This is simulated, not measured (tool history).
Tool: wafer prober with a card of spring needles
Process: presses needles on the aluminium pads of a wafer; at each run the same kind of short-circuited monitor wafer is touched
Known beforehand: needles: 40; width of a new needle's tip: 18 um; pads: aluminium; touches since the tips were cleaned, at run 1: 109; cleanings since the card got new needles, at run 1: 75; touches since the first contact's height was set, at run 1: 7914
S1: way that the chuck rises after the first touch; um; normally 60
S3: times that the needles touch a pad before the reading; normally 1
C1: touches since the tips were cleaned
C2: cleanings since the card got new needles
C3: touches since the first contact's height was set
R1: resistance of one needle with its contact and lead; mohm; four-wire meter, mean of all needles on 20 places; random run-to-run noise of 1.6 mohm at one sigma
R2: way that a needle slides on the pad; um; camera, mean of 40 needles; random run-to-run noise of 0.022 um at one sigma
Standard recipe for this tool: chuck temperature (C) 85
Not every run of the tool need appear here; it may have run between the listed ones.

{"run": 1, "hour": 0.0, "S1": 60, "chuck temperature (C)": 85, "S3": 1, "C1": 109, "C2": 75, "C3": 7914, "R1": 252, "R2": 9.05}
{"hour": 6.2, "done": "tips cleaned on abrasive film"}
{"run": 2, "hour": 9.9, "S1": 60, "chuck temperature (C)": 33, "S3": 1, "C1": 1682, "C2": 76, "C3": 12338, "R1": 256, "R2": 9.07}
{"hour": 12.8, "done": "tips cleaned on abrasive film"}
{"hour": 19.3, "done": "tips cleaned on abrasive film"}
{"run": 3, "hour": 20.9, "S1": 60, "chuck temperature (C)": 85, "S3": 1, "C1": 748, "C2": 78, "C3": 17254, "R1": 261, "R2": 9.05}
{"hour": 26.5, "done": "tips cleaned on abrasive film"}
{"hour": 33.3, "done": "tips cleaned on abrasive film"}
{"run": 4, "hour": 38.8, "S1": 60, "chuck temperature (C)": 85, "S3": 1, "C1": 2501, "C2": 80, "C3": 25242, "R1": 271, "R2": 8.99}
{"hour": 40.5, "done": "tips cleaned on abrasive film"}
{"hour": 47.2, "done": "tips cleaned on abrasive film"}
{"run": 5, "hour": 49.0, "S1": 60, "chuck temperature (C)": 85, "S3": 1, "C1": 831, "C2": 82, "C3": 29783, "R1": 260, "R2": 8.97}
{"hour": 53.6, "done": "tips cleaned on abrasive film"}
{"hour": 60.1, "done": "tips cleaned on abrasive film"}
{"run": 6, "hour": 65.9, "S1": 60, "chuck temperature (C)": 85, "S3": 1, "C1": 2619, "C2": 84, "C3": 37302, "R1": 273, "R2": 8.98}
{"hour": 66.8, "done": "tips cleaned on abrasive film"}
{"hour": 73.6, "done": "tips cleaned on abrasive film"}
{"run": 7, "hour": 73.6, "S1": 60, "chuck temperature (C)": 85, "S3": 1, "C1": 0, "C2": 86, "C3": 40710, "R1": 251, "R2": 8.96}
{"hour": 80.3, "done": "tips cleaned on abrasive film"}
{"hour": 87.3, "done": "tips cleaned on abrasive film"}
{"run": 8, "hour": 91.4, "S1": 60, "chuck temperature (C)": 85, "S3": 1, "C1": 1863, "C2": 88, "C3": 48668, "R1": 269, "R2": 8.92}
{"hour": 94.3, "done": "tips cleaned on abrasive film"}
{"hour": 101.1, "done": "tips cleaned on abrasive film"}
{"run": 9, "hour": 107.0, "S1": 60, "chuck temperature (C)": 85, "S3": 1, "C1": 2660, "C2": 90, "C3": 55635, "R1": 274, "R2": 8.89}
{"hour": 108.7, "done": "tips cleaned on abrasive film"}
{"hour": 115.6, "done": "tips cleaned on abrasive film"}
{"run": 10, "hour": 115.6, "S1": 60, "chuck temperature (C)": 85, "S3": 1, "C1": 0, "C2": 92, "C3": 59436, "R1": 251, "R2": 8.91}
{"hour": 123.3, "done": "tips cleaned on abrasive film"}
{"hour": 129.7, "done": "tips cleaned on abrasive film"}
{"run": 11, "hour": 132.8, "S1": 60, "chuck temperature (C)": 85, "S3": 1, "C1": 1438, "C2": 94, "C3": 67150, "R1": 267, "R2": 8.79}
{"hour": 137.1, "done": "tips cleaned on abrasive film"}
{"hour": 143.7, "done": "tips cleaned on abrasive film"}
{"run": 12, "hour": 147.0, "S1": 60, "chuck temperature (C)": 85, "S3": 1, "C1": 1499, "C2": 96, "C3": 73454, "R1": 265, "R2": 8.86}
{"hour": 150.5, "done": "tips cleaned on abrasive film"}
{"run": 13, "hour": 155.9, "S1": 60, "chuck temperature (C)": 85, "S3": 1, "C1": 2422, "C2": 97, "C3": 77442, "R1": 272, "R2": 8.78}
{"hour": 157.4, "done": "tips cleaned on abrasive film"}
{"hour": 164.0, "done": "tips cleaned on abrasive film"}
{"run": 14, "hour": 166.3, "S1": 60, "chuck temperature (C)": 85, "S3": 1, "C1": 1064, "C2": 99, "C3": 82072, "R1": 265, "R2": 8.78}
{"hour": 171.7, "done": "tips cleaned on abrasive film"}
{"run": 15, "hour": 175.4, "S1": 60, "chuck temperature (C)": 85, "S3": 1, "C1": 1689, "C2": 100, "C3": 86123, "R1": 271, "R2": 8.77}
{"hour": 176.7, "done": "height of the first contact set anew"}
{"hour": 178.3, "done": "tips cleaned on abrasive film"}
{"hour": 185.1, "done": "tips cleaned on abrasive film"}
{"hour": 191.7, "done": "tips cleaned on abrasive film"}
{"run": 16, "hour": 192.1, "S1": 60, "chuck temperature (C)": 85, "S3": 1, "C1": 188, "C2": 103, "C3": 6857, "R1": 253, "R2": 8.56}
{"hour": 199.2, "done": "tips cleaned on abrasive film"}
{"hour": 207.0, "done": "tips cleaned on abrasive film"}
{"run": 17, "hour": 209.0, "S1": 60, "chuck temperature (C)": 85, "S3": 1, "C1": 885, "C2": 105, "C3": 14391, "R1": 264, "R2": 8.51}
{"hour": 214.1, "done": "tips cleaned on abrasive film"}
{"hour": 220.9, "done": "tips cleaned on abrasive film"}
{"run": 18, "hour": 224.4, "S1": 60, "chuck temperature (C)": 85, "S3": 1, "C1": 1568, "C2": 107, "C3": 21282, "R1": 268, "R2": 8.49}
{"hour": 228.4, "done": "tips cleaned on abrasive film"}
{"run": 19, "hour": 233.4, "S1": 60, "chuck temperature (C)": 85, "S3": 1, "C1": 2245, "C2": 108, "C3": 25285, "R1": 274, "R2": 8.47}
{"hour": 234.8, "done": "tips cleaned on abrasive film"}
{"hour": 241.2, "done": "tips cleaned on abrasive film"}
{"run": 20, "hour": 241.2, "S1": 58, "chuck temperature (C)": 26, "S3": 3, "C1": 0, "C2": 110, "C3": 28748, "R1": 238, "R2": 8.15}
{"hour": 248.2, "done": "tips cleaned on abrasive film"}
{"run": 21, "hour": 250.3, "S1": 58, "chuck temperature (C)": 26, "S3": 3, "C1": 948, "C2": 111, "C3": 32819, "R1": 241, "R2": 8.14}
{"hour": 253.1, "done": "height of the first contact set anew, once more"}
{"hour": 255.3, "done": "tips cleaned on abrasive film"}
{"run": 22, "hour": 260.8, "S1": 58, "chuck temperature (C)": 26, "S3": 3, "C1": 2458, "C2": 112, "C3": 3442, "R1": 244, "R2": 8.76}
{"hour": 261.8, "done": "tips cleaned on abrasive film"}
{"hour": 269.3, "done": "tips cleaned on abrasive film"}
{"hour": 276.8, "done": "tips cleaned on abrasive film"}
{"run": 23, "hour": 277.8, "S1": 58, "chuck temperature (C)": 26, "S3": 3, "C1": 448, "C2": 115, "C3": 10996, "R1": 238, "R2": 8.73}
{"hour": 283.2, "done": "tips cleaned on abrasive film"}
{"hour": 290.3, "done": "tips cleaned on abrasive film"}
{"run": 24, "hour": 290.3, "S1": 58, "chuck temperature (C)": 26, "S3": 3, "C1": 0, "C2": 117, "C3": 16570, "R1": 238, "R2": 8.73}
{"hour": 297.4, "done": "tips cleaned on abrasive film"}
{"run": 25, "hour": 298.2, "S1": 58, "chuck temperature (C)": 26, "S3": 3, "C1": 387, "C2": 118, "C3": 20119, "R1": 239, "R2": 8.75}
{"hour": 304.5, "done": "tips cleaned on abrasive film"}
{"run": 26, "hour": 306.0, "S1": 60, "chuck temperature (C)": 65, "S3": 1, "C1": 695, "C2": 119, "C3": 23599, "R1": 258, "R2": 9.02}
{"hour": 311.2, "done": "tips cleaned on abrasive film"}
{"hour": 318.2, "done": "tips cleaned on abrasive film"}
{"run": 27, "hour": 318.6, "S1": 57, "chuck temperature (C)": 41, "S3": 1, "C1": 214, "C2": 121, "C3": 29218, "R1": 247, "R2": 8.52}
{"hour": 325.1, "done": "tips cleaned on abrasive film"}
{"hour": 331.7, "done": "tips cleaned on abrasive film"}
{"run": 28, "hour": 336.2, "S1": 42, "chuck temperature (C)": 74, "S3": 2, "C1": 2070, "C2": 123, "C3": 37086, "R1": 276, "R2": 6.22}
{"hour": 338.1, "done": "tips cleaned on abrasive film"}
{"hour": 344.6, "done": "tips cleaned on abrasive film"}
{"hour": 351.4, "done": "tips cleaned on abrasive film"}
{"run": 29, "hour": 353.8, "S1": 51, "chuck temperature (C)": 58, "S3": 2, "C1": 1062, "C2": 126, "C3": 44875, "R1": 260, "R2": 7.55}
{"hour": 358.7, "done": "tips cleaned on abrasive film"}
{"run": 30, "hour": 363.6, "S1": 51, "chuck temperature (C)": 32, "S3": 3, "C1": 2247, "C2": 127, "C3": 49300, "R1": 250, "R2": 7.56}
{"hour": 366.5, "done": "tips cleaned on abrasive film"}
{"hour": 373.0, "done": "tips cleaned on abrasive film"}
{"run": 31, "hour": 373.0, "S1": 51, "chuck temperature (C)": 32, "S3": 3, "C1": 0, "C2": 129, "C3": 53465, "R1": 238, "R2": 7.48}

What if the next run were any one of these 3? Each begins from the tool's condition after run 31:
{"hour": 380.5, "done": "tips cleaned on abrasive film"}
{"hour": 388.3, "done": "tips cleaned on abrasive film"}
{"run": "A", "hour": 390.0, "S1": 60, "chuck temperature (C)": 52, "S3": 1, "C1": 770, "C2": 131, "C3": 61050, "R1": "?", "R2": "?"}
{"hour": 380.5, "done": "tips cleaned on abrasive film"}
{"hour": 388.3, "done": "tips cleaned on abrasive film"}
{"run": "B", "hour": 390.0, "S1": 51, "chuck temperature (C)": 113, "S3": 1, "C1": 770, "C2": 131, "C3": 61050, "R1": "?", "R2": "?"}
{"hour": 380.5, "done": "tips cleaned on abrasive film"}
{"hour": 388.3, "done": "tips cleaned on abrasive film"}
{"run": "C", "hour": 390.0, "S1": 49, "chuck temperature (C)": 85, "S3": 1, "C1": 770, "C2": 131, "C3": 61050, "R1": "?", "R2": "?"}

run=A R1=255 R2=8.86
run=B R1=276 R2=7.52
run=C R1=274 R2=7.19
With no hidden state in the tool, these same runs would have given:
run=A R1=240 R2=9.11
run=B R1=258 R2=7.78
run=C R1=253 R2=7.45
